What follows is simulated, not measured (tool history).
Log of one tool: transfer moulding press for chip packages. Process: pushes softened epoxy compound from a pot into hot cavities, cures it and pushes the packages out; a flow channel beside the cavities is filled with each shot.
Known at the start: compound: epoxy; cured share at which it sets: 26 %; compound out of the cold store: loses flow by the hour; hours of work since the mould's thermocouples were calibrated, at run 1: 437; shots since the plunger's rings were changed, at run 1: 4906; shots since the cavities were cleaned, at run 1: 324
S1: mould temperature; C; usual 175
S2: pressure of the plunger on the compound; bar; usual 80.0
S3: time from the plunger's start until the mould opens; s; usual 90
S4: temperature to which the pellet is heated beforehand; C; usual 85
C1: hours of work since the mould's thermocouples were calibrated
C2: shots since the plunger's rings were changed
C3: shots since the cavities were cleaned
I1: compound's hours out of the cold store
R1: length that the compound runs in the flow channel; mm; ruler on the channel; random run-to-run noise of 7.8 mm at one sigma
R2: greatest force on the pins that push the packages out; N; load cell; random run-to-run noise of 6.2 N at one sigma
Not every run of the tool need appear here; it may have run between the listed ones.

{"run": 1, "hour": 0.0, "S1": 175, "S2": 80.0, "S3": 90, "S4": 85, "C1": 437, "C2": 4906, "C3": 324, "I1": 18.9, "R1": 853, "R2": 342}
{"run": 2, "hour": 22.9, "S1": 175, "S2": 80.0, "S3": 90, "S4": 85, "C1": 448, "C2": 5136, "C3": 554, "I1": 9.9, "R1": 894, "R2": 359}
{"run": 3, "hour": 48.9, "S1": 175, "S2": 80.0, "S3": 90, "S4": 81, "C1": 461, "C2": 5397, "C3": 815, "I1": 34.0, "R1": 784, "R2": 359}
{"hour": 61.4, "done": "cavities cleaned with cleaning compound and waxed"}
{"run": 4, "hour": 67.0, "S1": 175, "S2": 80.0, "S3": 90, "S4": 85, "C1": 469, "C2": 5565, "C3": 57, "I1": 20.0, "R1": 839, "R2": 449}
{"hour": 76.6, "done": "plunger's sealing rings changed"}
{"run": 5, "hour": 82.9, "S1": 175, "S2": 80.0, "S3": 90, "S4": 85, "C1": 475, "C2": 64, "C3": 192, "I1": 29.7, "R1": 905, "R2": 426}
{"run": 6, "hour": 103.6, "S1": 175, "S2": 80.0, "S3": 90, "S4": 85, "C1": 485, "C2": 272, "C3": 400, "I1": 37.8, "R1": 857, "R2": 381}
{"run": 7, "hour": 127.1, "S1": 175, "S2": 80.0, "S3": 90, "S4": 85, "C1": 496, "C2": 508, "C3": 636, "I1": 11.9, "R1": 973, "R2": 405}
{"run": 8, "hour": 150.3, "S1": 175, "S2": 80.0, "S3": 90, "S4": 85, "C1": 507, "C2": 741, "C3": 869, "I1": 38.6, "R1": 841, "R2": 383}
{"hour": 158.5, "done": "cavities cleaned with cleaning compound and waxed"}
{"run": 9, "hour": 174.7, "S1": 175, "S2": 80.0, "S3": 90, "S4": 85, "C1": 518, "C2": 972, "C3": 164, "I1": 29.1, "R1": 896, "R2": 311}
{"run": 10, "hour": 188.3, "S1": 175, "S2": 80.0, "S3": 90, "S4": 85, "C1": 525, "C2": 1108, "C3": 300, "I1": 28.7, "R1": 880, "R2": 315}
{"run": 11, "hour": 210.4, "S1": 168, "S2": 93.7, "S3": 115, "S4": 81, "C1": 535, "C2": 1330, "C3": 522, "I1": 18.2, "R1": 1041, "R2": 348}
{"hour": 220.4, "done": "cavities cleaned with cleaning compound and waxed, once more"}
{"run": 12, "hour": 225.7, "S1": 183, "S2": 89.3, "S3": 98, "S4": 76, "C1": 542, "C2": 1470, "C3": 54, "I1": 19.8, "R1": 949, "R2": 210}
{"run": 13, "hour": 241.6, "S1": 183, "S2": 89.3, "S3": 98, "S4": 76, "C1": 550, "C2": 1629, "C3": 213, "I1": 17.0, "R1": 948, "R2": 231}
{"run": 14, "hour": 265.2, "S1": 183, "S2": 89.3, "S3": 78, "S4": 90, "C1": 561, "C2": 1867, "C3": 451, "I1": 32.6, "R1": 863, "R2": 317}
{"run": 15, "hour": 281.7, "S1": 175, "S2": 92.0, "S3": 107, "S4": 87, "C1": 569, "C2": 2033, "C3": 617, "I1": 22.6, "R1": 964, "R2": 303}
{"run": 16, "hour": 307.8, "S1": 175, "S2": 74.7, "S3": 101, "S4": 85, "C1": 582, "C2": 2295, "C3": 879, "I1": 32.1, "R1": 819, "R2": 320}
{"hour": 313.8, "done": "cavities cleaned with cleaning compound and waxed"}
{"run": 17, "hour": 328.4, "S1": 175, "S2": 74.7, "S3": 101, "S4": 85, "C1": 591, "C2": 2487, "C3": 146, "I1": 14.0, "R1": 898, "R2": 258}

Consider 5 possible next runs. They are alternatives, not a sequence: every one starts from the tool as it was left by run 17. What does each give?
{"run": "A", "hour": 345.6, "S1": 182, "S2": 64.7, "S3": 90, "S4": 85, "C1": 599, "C2": 2660, "C3": 319, "I1": 26.0, "R1": "?", "R2": "?"}
{"run": "B", "hour": 345.6, "S1": 175, "S2": 80.0, "S3": 118, "S4": 85, "C1": 599, "C2": 2660, "C3": 319, "I1": 12.7, "R1": "?", "R2": "?"}
{"run": "C", "hour": 345.6, "S1": 175, "S2": 99.0, "S3": 82, "S4": 78, "C1": 599, "C2": 2660, "C3": 319, "I1": 8.3, "R1": "?", "R2": "?"}
{"run": "D", "hour": 345.6, "S1": 179, "S2": 74.7, "S3": 101, "S4": 76, "C1": 599, "C2": 2660, "C3": 319, "I1": 8.4, "R1": "?", "R2": "?"}
{"run": "E", "hour": 345.6, "S1": 182, "S2": 80.0, "S3": 80, "S4": 95, "C1": 599, "C2": 2660, "C3": 319, "I1": 33.3, "R1": "?", "R2": "?"}

run=A R1=768 R2=271
run=B R1=937 R2=260
run=C R1=1068 R2=449
run=D R1=906 R2=264
run=E R1=816 R2=276
Without the tool's hidden state the same runs would have given:
run=A R1=806 R2=194
run=B R1=984 R2=186
run=C R1=1121 R2=307
run=D R1=951 R2=190
run=E R1=857 R2=196
